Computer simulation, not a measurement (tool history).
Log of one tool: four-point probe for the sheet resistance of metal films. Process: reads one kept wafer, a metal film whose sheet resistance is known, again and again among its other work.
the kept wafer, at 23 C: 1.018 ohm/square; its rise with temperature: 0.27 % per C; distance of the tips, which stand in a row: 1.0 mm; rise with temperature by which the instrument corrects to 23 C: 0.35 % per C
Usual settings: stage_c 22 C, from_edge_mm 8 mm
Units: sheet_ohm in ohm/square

run,day,stage_c,from_edge_mm,sheet_ohm
1,0.000,22,8,1.041357
2,2.650,22,8,1.041720
3,5.954,22,8,1.041912
4,9.400,22,8,1.041981
5,13.058,22,8,1.042523
6,17.092,22,8,1.043139
7,21.121,22,8,1.043153
8,23.654,22,8,1.043589
9,26.775,22,8,1.043814
10,29.783,22,5,1.057588
11,33.350,22,5,1.057928
12,38.167,22,5,1.058193
13,40.425,22,5,1.058005
14,44.458,22,5,1.058438
# day 47.529: new probe head fitted
# day 47.925: stage's thermometer calibrated
15,47.983,22,5,1.034043
16,50.029,25,38,1.010587
17,53.746,25,38,1.010888
18,57.254,28,71,1.008433
# day 60.025: stage's thermometer calibrated, once more
19,60.567,28,8,1.014584
20,65.479,28,7,1.017736
21,68.121,28,6,1.022135
22,70.533,22,9,1.018995
23,72.771,31,10,1.010317
24,75.058,23,28,1.012441
25,77.067,24,6,1.026183
26,81.242,19,4,1.048812
27,85.425,23,26,1.014096
28,89.271,29,5,1.029414
29,92.383,28,5,1.030268

Forecast each of these 4 alternatives for the next run:
A,94.438,28,27,?
B,94.438,25,9,?
C,94.438,22,73,?
D,94.438,26,32,?

run,sheet_ohm
A,1.009845
B,1.018571
C,1.014960
D,1.011698
Without the tool's hidden state the same runs would have given:
run,sheet_ohm
A,1.014212
B,1.022971
C,1.019342
D,1.016072
